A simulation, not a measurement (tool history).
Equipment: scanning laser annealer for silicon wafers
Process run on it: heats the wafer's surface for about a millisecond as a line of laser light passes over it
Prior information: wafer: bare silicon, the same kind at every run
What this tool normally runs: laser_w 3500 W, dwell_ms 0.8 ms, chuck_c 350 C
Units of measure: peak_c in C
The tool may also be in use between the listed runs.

| run | day | laser_w | dwell_ms | chuck_c | peak_c |
|---|---|---|---|---|---|
| 1 | 0 | 3500 | 0.8 | 350 | 1146 |
| 2 | 0.892 | 3500 | 0.8 | 350 | 1146 |
| 3 | 2.388 | 3500 | 0.8 | 350 | 1147 |
| 4 | 3.846 | 3500 | 0.8 | 350 | 1145 |
| 5 | 5.208 | 3500 | 0.8 | 350 | 1148 |
| 6 | 6.029 | 3500 | 0.8 | 320 | 1120 |
| 7 | 7.238 | 3500 | 0.8 | 320 | 1117 |
| 8 | 8.304 | 3500 | 0.8 | 320 | 1117 |
| 9 | 9.688 | 3500 | 0.668 | 320 | 1049 |
| 10 | 10.888 | 3500 | 0.668 | 389 | 1117 |
| 11 | 11.867 | 3500 | 0.668 | 389 | 1117 |
| 12 | 12.562 | 3844 | 0.668 | 389 | 1185 |
| 13 | 14.133 | 3500 | 0.8 | 350 | 1148 |
| 14 | 15.558 | 3500 | 0.8 | 350 | 1148 |
| 15 | 16.996 | 3500 | 0.8 | 350 | 1149 |
| 16 | 17.658 | 3500 | 0.8 | 350 | 1147 |
| 17 | 18.533 | 3500 | 0.8 | 350 | 1147 |
| 18 | 19.854 | 3500 | 0.8 | 373 | 1170 |
| 19 | 21.121 | 3500 | 0.8 | 373 | 1170 |
| 20 | 22.421 | 3500 | 0.8 | 317 | 1115 |
| 21 | 23.225 | 3413 | 0.569 | 317 | 977 |
| 22 | 24.188 | 3375 | 0.994 | 341 | 1205 |
| 23 | 24.867 | 3500 | 0.8 | 317 | 1115 |
| 24 | 25.983 | 3500 | 0.8 | 317 | 1113 |
| 25 | 27.333 | 3532 | 0.743 | 382 | 1155 |
|  | 27.754 | window over the wafer cleaned |
| 26 | 28.804 | 3731 | 0.743 | 382 | 1195 |
| 27 | 29.562 | 3785 | 0.81 | 350 | 1213 |
| 28 | 30.633 | 3396 | 0.59 | 350 | 1017 |
| 29 | 31.479 | 3145 | 0.852 | 372 | 1116 |
| 30 | 32.917 | 3565 | 0.755 | 350 | 1138 |
| 31 | 34.346 | 3565 | 0.755 | 350 | 1139 |
| 32 | 35.304 | 3565 | 0.755 | 350 | 1140 |
| 33 | 36.492 | 3782 | 0.806 | 350 | 1210 |
| 34 | 37.867 | 3433 | 0.806 | 326 | 1111 |
| 35 | 38.688 | 3537 | 0.806 | 316 | 1124 |
| 36 | 39.433 | 3456 | 0.584 | 314 | 985 |
| 37 | 41.008 | 3456 | 0.584 | 314 | 984 |
| 38 | 42.379 | 3456 | 0.584 | 314 | 983 |
| 39 | 43.817 | 3456 | 0.584 | 314 | 985 |
| 40 | 45.154 | 3456 | 0.584 | 314 | 988 |

Each row is a separate what-if for the run after 40, all from the same tool condition, not one after another. Results?
| A | 46.362 | 3670 | 0.823 | 312 | ? |
| B | 46.362 | 3346 | 0.584 | 311 | ? |
| C | 46.362 | 3457 | 0.895 | 339 | ? |
| D | 46.362 | 3234 | 0.562 | 318 | ? |
| E | 46.362 | 3720 | 0.647 | 314 | ? |

| run | peak_c |
|---|---|
| A | 1161 |
| B | 967 |
| C | 1174 |
| D | 939 |
| E | 1076 |
Without the tool's unlogged condition, the same runs would have read:
| run | peak_c |
|---|---|
| A | 1162 |
| B | 967 |
| C | 1175 |
| D | 939 |
| E | 1076 |
